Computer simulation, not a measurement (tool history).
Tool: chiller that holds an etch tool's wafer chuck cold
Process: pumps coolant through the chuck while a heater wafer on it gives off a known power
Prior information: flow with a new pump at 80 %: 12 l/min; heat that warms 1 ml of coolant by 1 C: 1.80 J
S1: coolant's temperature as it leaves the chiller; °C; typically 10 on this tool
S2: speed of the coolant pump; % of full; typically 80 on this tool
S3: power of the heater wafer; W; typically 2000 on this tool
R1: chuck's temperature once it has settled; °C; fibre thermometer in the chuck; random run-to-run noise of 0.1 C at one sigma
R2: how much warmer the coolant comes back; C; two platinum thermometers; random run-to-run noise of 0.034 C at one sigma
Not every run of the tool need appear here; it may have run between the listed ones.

run	hour	S1	S2	S3	R1	R2
1	0	10	80	2000	28	5.56
2	53.5	10	80	2000	27.7	5.58
3	112	10	80	2000	27.8	5.59
4	181.9	10	80	2000	27.6	5.6
5	237.7	10	80	2000	27.7	5.58
6	283.4	10	80	2000	27.8	5.56
7	338.5	10	96	2000	24.9	4.59
# hour 361.4: chiller's thermometer calibrated
8	389.5	10	80	2000	27.9	5.67
9	421.3	10	80	2000	27.9	5.62
10	460.9	10	80	2000	27.8	5.58
11	518.4	10	80	2000	27.8	5.65
12	589.6	10	94	2000	25	4.77
13	654.7	10	94	2000	25.3	4.69
14	687.5	10	94	2000	25.3	4.78
15	721.8	10	94	2000	25.3	4.79
16	767	10	94	2000	25.2	4.73
17	840.1	1	80	2000	18.8	5.7
18	879.8	1	80	2000	18.9	5.7
19	938.3	1	80	2000	18.7	5.69
20	1016.1	12	87	2312	31	6.04

What does the tool deliver on the next run?
21	1052.9	2	78	2207	?	?

Run 21 came out at R1 22.1 °C, R2 6.54 C.
On a tool with no hidden condition, and with the same random variation, this run would have come out at R1 22.1 °C, R2 6.37 C.
